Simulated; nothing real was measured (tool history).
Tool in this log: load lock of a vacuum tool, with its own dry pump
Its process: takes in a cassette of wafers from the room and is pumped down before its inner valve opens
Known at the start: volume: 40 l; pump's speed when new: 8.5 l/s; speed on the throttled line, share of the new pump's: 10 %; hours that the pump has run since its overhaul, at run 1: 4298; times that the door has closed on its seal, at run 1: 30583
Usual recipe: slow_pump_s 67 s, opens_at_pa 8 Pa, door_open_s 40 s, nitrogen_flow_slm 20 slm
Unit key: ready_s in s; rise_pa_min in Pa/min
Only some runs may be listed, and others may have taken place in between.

| run | hour | slow_pump_s | opens_at_pa | door_open_s | nitrogen_flow_slm | hours that the pump has run since its overhaul | times that the door has closed on its seal | incoming humidity of the room's air, % | ready_s | rise_pa_min |
|---|---|---|---|---|---|---|---|---|---|---|
| 1 | 0.0 | 67 | 8 | 40 | 20 | 4298 | 30583 | 45.3 | 104.4 | 0.015 |
| 2 | 134.3 | 67 | 8 | 40 | 20 | 4432 | 31221 | 45.3 | 104.1 | 0.017 |
|  | 204.9 | door's seal changed, seat wiped |
| 3 | 204.9 | 67 | 8 | 40 | 20 | 4501 | 0 | 45.4 | 106.7 | 0.016 |
| 4 | 349.2 | 67 | 8 | 40 | 20 | 4645 | 684 | 46.6 | 105.0 | 0.015 |
| 5 | 468.6 | 67 | 8 | 40 | 20 | 4765 | 1251 | 46.1 | 104.7 | 0.018 |
| 6 | 555.0 | 67 | 8 | 40 | 20 | 4851 | 1661 | 45.1 | 105.1 | 0.013 |
| 7 | 678.0 | 67 | 8 | 40 | 20 | 4974 | 2244 | 43.3 | 104.2 | 0.013 |
| 8 | 780.5 | 67 | 8 | 40 | 20 | 5077 | 2731 | 45.4 | 105.5 | 0.013 |
| 9 | 857.3 | 67 | 8 | 40 | 20 | 5153 | 3095 | 45.5 | 105.5 | 0.013 |
| 10 | 938.5 | 67 | 8 | 40 | 35 | 5235 | 3480 | 44.4 | 106.4 | 0.014 |
| 11 | 1011.8 | 67 | 8 | 40 | 35 | 5308 | 3828 | 45.1 | 105.7 | 0.010 |
| 12 | 1154.7 | 67 | 8 | 40 | 35 | 5451 | 4506 | 44.1 | 105.2 | 0.009 |
| 13 | 1283.6 | 42 | 8 | 40 | 20 | 5580 | 5118 | 44.2 | 82.8 | 0.009 |
| 14 | 1342.5 | 42 | 8 | 40 | 20 | 5639 | 5397 | 44.7 | 82.3 | 0.015 |
| 15 | 1473.0 | 67 | 11 | 40 | 20 | 5769 | 6016 | 47.7 | 104.1 | 0.014 |
| 16 | 1615.5 | 67 | 13 | 40 | 20 | 5912 | 6693 | 44.2 | 102.3 | 0.014 |
| 17 | 1687.3 | 67 | 13 | 40 | 20 | 5984 | 7033 | 47.0 | 101.4 | 0.014 |
| 18 | 1771.6 | 67 | 7 | 40 | 20 | 6068 | 7433 | 43.9 | 105.5 | 0.019 |
| 19 | 1879.9 | 67 | 8 | 152 | 20 | 6176 | 7947 | 41.9 | 104.8 | 0.020 |
| 20 | 1988.3 | 67 | 8 | 152 | 20 | 6284 | 8461 | 46.1 | 104.4 | 0.021 |
| 21 | 2053.8 | 107 | 8 | 152 | 20 | 6350 | 8772 | 45.4 | 140.6 | 0.021 |
| 22 | 2182.4 | 40 | 8 | 66 | 9 | 6479 | 9382 | 46.5 | 80.7 | 0.023 |
| 23 | 2246.6 | 67 | 12 | 41 | 20 | 6543 | 9687 | 45.5 | 103.3 | 0.020 |
| 24 | 2364.0 | 39 | 11 | 112 | 18 | 6660 | 10244 | 42.9 | 77.5 | 0.022 |
| 25 | 2428.2 | 39 | 12 | 112 | 34 | 6724 | 10549 | 44.2 | 79.0 | 0.014 |
| 26 | 2519.1 | 67 | 8 | 172 | 20 | 6815 | 10980 | 48.3 | 103.9 | 0.029 |
| 27 | 2619.8 | 67 | 8 | 172 | 20 | 6916 | 11458 | 44.4 | 105.8 | 0.028 |
| 28 | 2682.5 | 64 | 8 | 37 | 20 | 6979 | 11755 | 45.6 | 102.4 | 0.015 |
| 29 | 2784.9 | 73 | 8 | 84 | 37 | 7081 | 12241 | 41.3 | 111.4 | 0.013 |
| 30 | 2884.9 | 73 | 12 | 129 | 37 | 7181 | 12716 | 47.4 | 108.6 | 0.013 |
| 31 | 3021.4 | 68 | 12 | 124 | 26 | 7318 | 13363 | 50.2 | 104.1 | 0.020 |
| 32 | 3138.0 | 68 | 8 | 34 | 36 | 7434 | 13917 | 47.8 | 106.7 | 0.006 |
| 33 | 3270.8 | 68 | 8 | 34 | 36 | 7567 | 14547 | 45.8 | 105.5 | 0.012 |
| 34 | 3334.8 | 123 | 9 | 34 | 36 | 7631 | 14851 | 48.4 | 155.7 | 0.015 |
| 35 | 3417.3 | 123 | 9 | 34 | 36 | 7714 | 15242 | 47.5 | 154.2 | 0.012 |
| 36 | 3484.3 | 98 | 9 | 54 | 36 | 7781 | 15560 | 42.3 | 132.7 | 0.015 |
| 37 | 3545.4 | 67 | 11 | 40 | 5 | 7842 | 15850 | 44.7 | 103.8 | 0.028 |
| 38 | 3643.0 | 35 | 14 | 228 | 20 | 7939 | 16313 | 43.4 | 72.3 | 0.022 |

Below are 3 alternative next runs, each starting from the tool's condition after run 38. Predict each:
| A | 3727.9 | 67 | 8 | 40 | 7 | 8024 | 16716 | 43.6 | ? | ? |
| B | 3727.9 | 82 | 14 | 228 | 8 | 8024 | 16716 | 44.5 | ? | ? |
| C | 3727.9 | 67 | 8 | 40 | 18 | 8024 | 16716 | 45.4 | ? | ? |

| run | ready_s | rise_pa_min |
|---|---|---|
| A | 105.2 | 0.018 |
| B | 115.4 | 0.041 |
| C | 105.6 | 0.018 |
Take away the tool's hidden state, keep each run's random variation, and the runs would have read:
| run | ready_s | rise_pa_min |
|---|---|---|
| A | 105.2 | 0.017 |
| B | 115.4 | 0.041 |
| C | 105.6 | 0.018 |
